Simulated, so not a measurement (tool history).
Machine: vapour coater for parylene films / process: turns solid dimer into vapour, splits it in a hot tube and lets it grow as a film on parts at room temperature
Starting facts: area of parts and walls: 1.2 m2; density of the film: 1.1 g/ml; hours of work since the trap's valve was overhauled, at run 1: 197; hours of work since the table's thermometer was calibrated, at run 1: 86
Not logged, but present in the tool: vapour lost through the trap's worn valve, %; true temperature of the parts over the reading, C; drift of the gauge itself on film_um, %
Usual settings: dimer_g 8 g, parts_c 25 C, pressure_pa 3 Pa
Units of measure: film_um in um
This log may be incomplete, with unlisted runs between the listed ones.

run,hour,dimer_g,parts_c,pressure_pa,hours of work since the trap's valve was overhauled,hours of work since the table's thermometer was calibrated,film_um
1,0,8,25,3,197,86,4.41
2,10.2,8,25,3,202,91,4.28
3,18.5,8,25,3,207,96,4.32
4,27.1,7,25,3,211,100,3.83
5,38.3,8,25,3,217,106,4.4
6,48.9,8,25,3,222,111,4.29
7,61.5,8,25,3,228,117,4.41
8,76.3,8,25,3,236,125,4.31
9,84.7,8,25,3,240,129,4.37
10,91.8,8,26,3,244,133,4.13
11,105,8,32,3,250,139,3.51
12,120,12,25,9.7,258,147,5.44
13,132.6,12,25,9.7,264,154,5.42
14,145.5,12,25,9.7,271,160,5.47
15,158.9,9,34,4.76,278,167,3.42
16,175,8,30,2.19,286,175,3.84
17,186.8,5,23,4.92,292,181,2.68
18,199.9,10,30,3,299,188,4.57
19,213.6,12,25,3,306,195,6.52
20,227.9,12,25,3,313,202,6.4

Run 21 is up next; what results do you expect?
21,238,6,28,3,318,207,?

film_um: 2.94 um
With the hidden condition absent and the run-to-run variation left alone, this run would have shown film_um 2.96 um.
